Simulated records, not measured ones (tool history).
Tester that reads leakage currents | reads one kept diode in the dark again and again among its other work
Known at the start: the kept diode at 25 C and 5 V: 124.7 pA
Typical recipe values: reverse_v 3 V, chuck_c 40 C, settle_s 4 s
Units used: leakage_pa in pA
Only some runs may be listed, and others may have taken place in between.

run 1 day=0 | reverse_v=3 chuck_c=40 settle_s=4 | leakage_pa=361.68
run 2 day=2.8 | reverse_v=1.09 chuck_c=40 settle_s=4 | leakage_pa=219.64
run 3 day=4.617 | reverse_v=1.09 chuck_c=40 settle_s=4 | leakage_pa=219.27
run 4 day=6.117 | reverse_v=1.09 chuck_c=40 settle_s=4 | leakage_pa=220.31
run 5 day=8.092 | reverse_v=3 chuck_c=40 settle_s=4 | leakage_pa=363.67
run 6 day=10.029 | reverse_v=3 chuck_c=40 settle_s=4 | leakage_pa=363.92
run 7 day=12.558 | reverse_v=3 chuck_c=40 settle_s=4 | leakage_pa=364.77
run 8 day=14.596 | reverse_v=3 chuck_c=40 settle_s=2.32 | leakage_pa=364.29
-- day=14.962 probe card cleaned and baked
run 9 day=16.467 | reverse_v=3 chuck_c=40 settle_s=1.68 | leakage_pa=366.52
run 10 day=18.621 | reverse_v=3 chuck_c=40 settle_s=1.68 | leakage_pa=366.02
run 11 day=19.975 | reverse_v=3 chuck_c=24 settle_s=4 | leakage_pa=92.97
run 12 day=22.608 | reverse_v=3 chuck_c=24 settle_s=4 | leakage_pa=93.12
-- day=23.525 probe card cleaned and baked, once more
run 13 day=25.208 | reverse_v=3 chuck_c=40 settle_s=0.39 | leakage_pa=368.94
run 14 day=27.825 | reverse_v=3 chuck_c=40 settle_s=0.39 | leakage_pa=367.08
run 15 day=30.321 | reverse_v=12.03 chuck_c=32 settle_s=4 | leakage_pa=369.9
run 16 day=32.454 | reverse_v=3 chuck_c=48 settle_s=0.78 | leakage_pa=695.18
run 17 day=35.196 | reverse_v=3 chuck_c=48 settle_s=0.78 | leakage_pa=698.79
run 18 day=36.612 | reverse_v=4.19 chuck_c=39 settle_s=4 | leakage_pa=398.04
run 19 day=38.521 | reverse_v=14.55 chuck_c=39 settle_s=6.66 | leakage_pa=736.41
run 20 day=41.096 | reverse_v=10.46 chuck_c=34 settle_s=1.31 | leakage_pa=410.63
run 21 day=42.675 | reverse_v=1.42 chuck_c=40 settle_s=4 | leakage_pa=253.24
run 22 day=44.712 | reverse_v=7.78 chuck_c=21 settle_s=1.1 | leakage_pa=114.28
run 23 day=47.392 | reverse_v=9.34 chuck_c=22 settle_s=1.04 | leakage_pa=138.66
run 24 day=49.121 | reverse_v=3.01 chuck_c=32 settle_s=0.45 | leakage_pa=190.64
run 25 day=50.725 | reverse_v=3.01 chuck_c=32 settle_s=0.45 | leakage_pa=190.41
run 26 day=51.867 | reverse_v=1.46 chuck_c=29 settle_s=6.39 | leakage_pa=101.43
run 27 day=53.308 | reverse_v=1.46 chuck_c=29 settle_s=6.39 | leakage_pa=101.17
run 28 day=54.892 | reverse_v=1.13 chuck_c=29 settle_s=2.89 | leakage_pa=89.44

Each row is a separate what-if for the run after 28, all from the same tool condition, not one after another. Results?
run A day=56.083 | reverse_v=2.63 chuck_c=57 settle_s=7.71 | leakage_pa=?
run B day=56.083 | reverse_v=1.44 chuck_c=40 settle_s=0.99 | leakage_pa=?
run C day=56.083 | reverse_v=5.53 chuck_c=26 settle_s=4 | leakage_pa=?
run D day=56.083 | reverse_v=13.91 chuck_c=29 settle_s=2.89 | leakage_pa=?
run E day=56.083 | reverse_v=1.01 chuck_c=20 settle_s=6.55 | leakage_pa=?

run=A leakage_pa=1299.87
run=B leakage_pa=256.7
run=C leakage_pa=151.68
run=D leakage_pa=311.2
run=E leakage_pa=37.5
With the hidden condition removed and each run's random variation left untouched, the same runs would have given:
run=A leakage_pa=1256.82
run=B leakage_pa=247.28
run=C leakage_pa=145.07
run=D leakage_pa=297.55
run=E leakage_pa=35.86

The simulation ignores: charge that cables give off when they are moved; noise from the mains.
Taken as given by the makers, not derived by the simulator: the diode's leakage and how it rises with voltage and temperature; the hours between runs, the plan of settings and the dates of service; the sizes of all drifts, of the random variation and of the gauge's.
